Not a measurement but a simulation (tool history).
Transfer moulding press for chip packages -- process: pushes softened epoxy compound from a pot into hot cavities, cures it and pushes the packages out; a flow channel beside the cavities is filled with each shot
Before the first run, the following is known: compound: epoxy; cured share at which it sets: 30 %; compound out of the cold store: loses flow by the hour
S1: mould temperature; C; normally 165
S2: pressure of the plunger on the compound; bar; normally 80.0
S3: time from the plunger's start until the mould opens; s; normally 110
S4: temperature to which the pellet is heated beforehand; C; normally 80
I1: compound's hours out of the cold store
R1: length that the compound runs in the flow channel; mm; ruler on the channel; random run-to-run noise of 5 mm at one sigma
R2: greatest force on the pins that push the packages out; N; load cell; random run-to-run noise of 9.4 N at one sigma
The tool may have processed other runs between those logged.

run,hour,S1,S2,S3,S4,I1,R1,R2
1,0.0,165,80.0,110,80,11.8,501,710
# hour 3.4: cavities cleaned with cleaning compound and waxed
2,7.8,165,80.0,110,80,26.9,482,462
3,16.4,165,80.0,96,80,19.5,501,583
4,27.8,165,80.0,110,80,36.9,470,548
5,38.8,165,80.0,110,80,25.6,483,584
6,45.3,165,80.0,110,80,26.5,482,587
7,55.1,165,80.0,110,80,32.9,475,638
8,67.7,166,80.0,110,80,40.1,455,653
9,77.7,166,80.0,110,80,20.8,480,681
10,88.2,166,80.0,110,80,12.8,496,701
# hour 94.0: cavities cleaned with cleaning compound and waxed
11,99.7,165,80.0,110,80,29.9,470,461
12,111.4,165,80.0,110,80,34.8,460,538
13,119.7,165,80.0,110,80,11.1,500,588
14,133.4,165,80.0,110,80,41.2,455,605
15,144.9,165,80.0,110,80,10.7,499,644
16,156.0,172,70.4,125,77,47.1,404,622
17,166.0,172,70.4,125,77,38.9,404,619
18,174.7,163,92.6,125,77,32.0,503,668
# hour 184.5: cavities cleaned with cleaning compound and waxed
19,190.9,163,92.6,125,77,12.2,535,463
20,204.6,163,92.6,125,77,22.1,506,519
# hour 207.4: mould's thermocouples calibrated
21,215.5,163,76.2,125,77,13.3,487,555
22,222.6,163,76.2,125,77,25.6,460,588
23,237.4,166,61.3,104,80,17.5,413,676
24,247.9,167,80.0,110,87,29.7,448,646
25,261.7,167,80.0,110,87,13.6,472,661
26,273.4,167,80.0,110,87,28.6,456,704
# hour 277.9: cavities cleaned with cleaning compound and waxed
27,283.8,169,80.0,101,83,20.0,457,439
# hour 287.3: mould's thermocouples calibrated, once more
28,292.7,173,61.9,101,87,32.1,374,453

5 ways to go on from here, each from the tool as it stands after run 28. What would each give?
A,301.4,159,69.1,101,87,19.3,?,?
B,301.4,173,95.2,101,87,43.3,?,?
C,301.4,173,62.0,101,87,13.0,?,?
D,301.4,173,62.6,101,83,30.3,?,?
E,301.4,162,91.6,101,73,16.1,?,?

run,R1,R2
A,438,837
B,450,491
C,393,483
D,372,479
E,519,682
Had the tool no hidden state, the same runs would have come out as:
run,R1,R2
A,496,658
B,508,387
C,445,379
D,420,377
E,586,536

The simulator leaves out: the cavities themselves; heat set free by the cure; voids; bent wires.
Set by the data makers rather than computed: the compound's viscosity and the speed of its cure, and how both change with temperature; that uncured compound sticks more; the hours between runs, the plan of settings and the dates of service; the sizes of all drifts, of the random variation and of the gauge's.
